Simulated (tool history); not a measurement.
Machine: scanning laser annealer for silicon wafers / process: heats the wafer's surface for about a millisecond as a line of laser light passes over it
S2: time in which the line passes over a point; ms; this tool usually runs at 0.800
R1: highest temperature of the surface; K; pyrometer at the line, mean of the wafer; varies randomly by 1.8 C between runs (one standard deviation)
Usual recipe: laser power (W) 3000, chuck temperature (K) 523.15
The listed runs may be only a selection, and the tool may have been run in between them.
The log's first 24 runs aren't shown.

Run 25, hour 323.5: usual settings but S2 0.563 ms, chuck temperature (K) 518.15. Result: R1 1091.15 K.
Run 26, hour 332.0: usual settings but laser power (W) 3032, S2 0.563 ms, chuck temperature (K) 518.15. Result: R1 1096.15 K.
Run 27, hour 346.0: usual settings but laser power (W) 2967, S2 0.650 ms. Result: R1 1135.15 K.
Run 28, hour 353.7: usual settings but laser power (W) 3154, S2 0.804 ms, chuck temperature (K) 525.15. Result: R1 1268.15 K.
Run 29, hour 364.7: usual settings but laser power (W) 3154, S2 0.746 ms, chuck temperature (K) 525.15. Result: R1 1236.15 K.
Run 30, hour 381.3: usual settings but laser power (W) 2623, S2 0.582 ms, chuck temperature (K) 507.15. Result: R1 1006.15 K.
Run 31, hour 397.2: usual settings but laser power (W) 2844. Result: R1 1185.15 K.
Run 32, hour 405.4: usual settings but laser power (W) 2844. Result: R1 1186.15 K.
Run 33, hour 416.1: usual settings but laser power (W) 2893, S2 0.822 ms, chuck temperature (K) 544.15. Result: R1 1225.15 K.
Run 34, hour 431.7: usual settings but laser power (W) 3040, chuck temperature (K) 552.15. Result: R1 1261.15 K.
Run 35, hour 449.3: usual settings but laser power (W) 2657, S2 0.657 ms, chuck temperature (K) 499.15. Result: R1 1042.15 K.
Run 36, hour 464.0: usual settings but laser power (W) 2657, S2 0.657 ms, chuck temperature (K) 499.15. Result: R1 1042.15 K.
Run 37, hour 472.2: usual settings but laser power (W) 2796, S2 0.643 ms, chuck temperature (K) 503.15. Result: R1 1071.15 K.
Run 38, hour 485.0: usual settings but laser power (W) 2820, S2 0.625 ms, chuck temperature (K) 503.15. Result: R1 1066.15 K.
Run 39, hour 495.9: usual settings but laser power (W) 2820, S2 0.625 ms, chuck temperature (K) 503.15. Result: R1 1070.15 K.
Run 40, hour 510.2: usual settings but laser power (W) 3216, chuck temperature (K) 522.15. Result: R1 1277.15 K.

Here are 5 independent what-if runs from the current tool condition. What would each one return?
Run A, hour 519.7: usual settings but laser power (W) 3148, S2 0.975 ms, chuck temperature (K) 557.15. Result: R1 ?.
Run B, hour 519.7: usual settings but laser power (W) 3286, S2 0.648 ms. Result: R1 ?.
Run C, hour 519.7: usual settings but chuck temperature (K) 558.15. Result: R1 ?.
Run D, hour 519.7: usual settings but laser power (W) 3200, S2 0.726 ms, chuck temperature (K) 486.15. Result: R1 ?.
Run E, hour 519.7: usual settings but laser power (W) 2947, S2 0.638 ms, chuck temperature (K) 557.15. Result: R1 ?.

run       R1
  A  1381.15
  B  1199.15
  C  1254.15
  D  1190.15
  E  1156.15
Take away the tool's hidden state, keep each run's random variation, and the runs would have read:
run       R1
  A  1424.15
  B  1235.15
  C  1290.15
  D  1227.15
  E  1187.15

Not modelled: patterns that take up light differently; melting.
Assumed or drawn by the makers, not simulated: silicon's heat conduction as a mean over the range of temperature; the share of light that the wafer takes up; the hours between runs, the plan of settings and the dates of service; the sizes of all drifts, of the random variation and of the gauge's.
